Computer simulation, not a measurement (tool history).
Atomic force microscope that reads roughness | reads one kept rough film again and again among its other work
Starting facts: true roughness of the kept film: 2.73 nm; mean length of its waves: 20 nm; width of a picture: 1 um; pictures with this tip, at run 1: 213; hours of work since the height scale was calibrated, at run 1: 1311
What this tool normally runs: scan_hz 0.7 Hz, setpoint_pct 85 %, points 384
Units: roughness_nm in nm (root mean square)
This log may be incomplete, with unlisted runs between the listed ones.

run   hour  scan_hz  setpoint_pct  points  pictures with this tip  hours of work since the height scale was calibrated  roughness_nm
  1      0      0.7            85     384                     213                                                 1311         1.255
  2   41.3      0.7            85     384                     274                                                 1339         1.153
      48.1  -- new tip fitted
  3   89.4      0.7            85     384                      61                                                 1372         1.671
  4  145.4      0.7            85     384                     144                                                 1411         1.437
  5    208      0.7            85     679                     236                                                 1454         1.229
     240.3  -- new tip fitted
  6  261.3      0.7            85     384                      31                                                 1491         1.801
  7    297      0.7            85     384                      84                                                 1515         1.582
  8  360.3      0.7            85     802                     177                                                 1559         1.341
  9  403.8      0.7            85     802                     242                                                 1589         1.196
     432.1  -- new tip fitted
 10  454.4      0.7            85     802                      33                                                 1624         1.793
 11  499.6     2.69            85     492                     100                                                 1655         1.276
 12  554.4      0.7            63     753                     180                                                 1693         1.408
 13  601.9      0.7            63     753                     251                                                 1726         1.258
     626.7  -- new tip fitted
 14  661.2     1.42            63     398                      51                                                 1766         1.716
 15    714     1.42            63     398                     129                                                 1803          1.48
 16  760.3    1.387            85     635                     197                                                 1835         1.194

Subtracting, for every run, the result it would have given without the tool's unlogged condition from the measured result gives the following. The same run-to-run variation enters both numbers; the gauge's scatter may not:
Unlogged tool condition in this case: radius of the tip, nm; height scale over the true one, %; drift of the gauge itself on roughness_nm, %.
run  roughness_nm
  1        -0.687
  2        -0.818
  3        -0.284
  4        -0.529
  5        -0.752
  6         -0.16
  7        -0.372
  8        -0.637
  9        -0.778
 10        -0.185
 11        -0.341
 12        -0.674
 13        -0.838
 14        -0.303
 15        -0.537
 16        -0.668

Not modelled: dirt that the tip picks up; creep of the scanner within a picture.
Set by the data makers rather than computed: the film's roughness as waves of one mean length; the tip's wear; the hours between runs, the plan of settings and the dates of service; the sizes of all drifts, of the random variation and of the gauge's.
